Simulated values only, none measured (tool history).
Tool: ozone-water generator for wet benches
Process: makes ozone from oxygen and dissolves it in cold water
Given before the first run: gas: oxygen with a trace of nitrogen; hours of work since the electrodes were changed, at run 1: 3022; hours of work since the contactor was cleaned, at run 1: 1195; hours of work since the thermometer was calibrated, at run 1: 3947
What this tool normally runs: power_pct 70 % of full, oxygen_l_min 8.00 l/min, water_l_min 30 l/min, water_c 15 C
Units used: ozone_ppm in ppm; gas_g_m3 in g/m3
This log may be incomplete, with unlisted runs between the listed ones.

run	hour	power_pct	oxygen_l_min	water_l_min	water_c	hours of work since the electrodes were changed	hours of work since the contactor was cleaned	hours of work since the thermometer was calibrated	ozone_ppm	gas_g_m3
1	0.0	70	8.00	30	15	3022	1195	3947	20.0	160.6
2	113.7	77	8.00	30	15	3098	1271	4024	21.5	169.3
3	175.6	42	8.00	30	15	3140	1313	4065	14.1	111.2
4	298.7	42	8.00	30	15	3222	1396	4148	14.0	110.2
5	354.1	70	8.00	45	15	3260	1433	4185	14.1	159.3
6	465.3	70	8.00	30	15	3334	1508	4260	20.2	158.6
7	567.3	70	8.00	30	15	3403	1576	4329	19.9	158.5
8	684.5	70	8.00	30	15	3482	1655	4407	19.7	156.7
9	764.3	70	8.00	30	15	3535	1709	4461	20.2	157.2
10	849.1	70	8.00	30	15	3592	1766	4518	19.7	157.5
11	909.1	70	8.00	30	15	3633	1806	4558	19.8	157.9
12	971.2	70	8.00	30	15	3674	1848	4600	19.9	155.3
13	1039.3	70	8.00	30	15	3720	1893	4646	20.0	156.4
14	1093.0	70	8.00	30	15	3756	1930	4682	20.0	157.4
15	1160.4	70	8.00	30	15	3801	1975	4727	19.6	155.4
16	1283.8	58	8.00	30	15	3884	2058	4810	17.2	137.3
17	1390.7	50	8.00	30	15	3956	2130	4882	15.6	123.0
18	1498.1	48	5.92	30	7	4028	2202	4954	16.8	143.9
19	1605.8	63	5.92	19	7	4101	2274	5027	29.3	172.8
# hour 1627.9: water thermometer calibrated
20	1700.5	63	5.92	19	7	4164	2338	49	29.0	173.5
21	1775.7	70	9.04	36	22	4215	2388	99	15.5	143.4
22	1904.7	70	9.04	36	22	4301	2475	186	15.2	143.5
23	2015.6	70	9.04	36	22	4376	2549	261	15.4	141.9
24	2094.7	70	14.05	25	14	4429	2602	314	21.0	109.2
25	2218.0	50	14.05	43	12	4512	2685	397	11.9	86.3
26	2330.3	50	14.05	43	12	4587	2761	472	11.5	87.8
27	2436.0	92	14.05	43	7	4658	2832	543	19.4	131.9
28	2517.8	92	14.05	43	7	4713	2887	598	19.1	129.9
29	2635.5	92	4.98	21	7	4792	2966	677	34.3	247.2
30	2733.1	92	4.98	21	7	4858	3031	743	34.1	244.3
31	2797.2	92	4.98	21	7	4901	3075	786	34.0	246.7
32	2913.9	92	4.98	21	7	4980	3153	864	33.9	246.4

Forecast each of these 5 alternatives for the next run:
A	2978.6	70	8.00	41	15	5023	3196	908	?	?
B	2978.6	67	4.99	30	15	5023	3196	908	?	?
C	2978.6	92	5.11	38	18	5023	3196	908	?	?
D	2978.6	70	8.28	45	14	5023	3196	908	?	?
E	2978.6	51	4.98	21	7	5023	3196	908	?	?

run	ozone_ppm	gas_g_m3
A	14.8	152.0
B	18.7	199.0
C	18.2	243.4
D	13.7	149.4
E	23.1	163.9
With no hidden state in the tool, these same runs would have given:
run	ozone_ppm	gas_g_m3
A	16.8	169.0
B	21.0	220.4
C	20.9	276.2
D	15.5	166.0
E	25.3	177.8
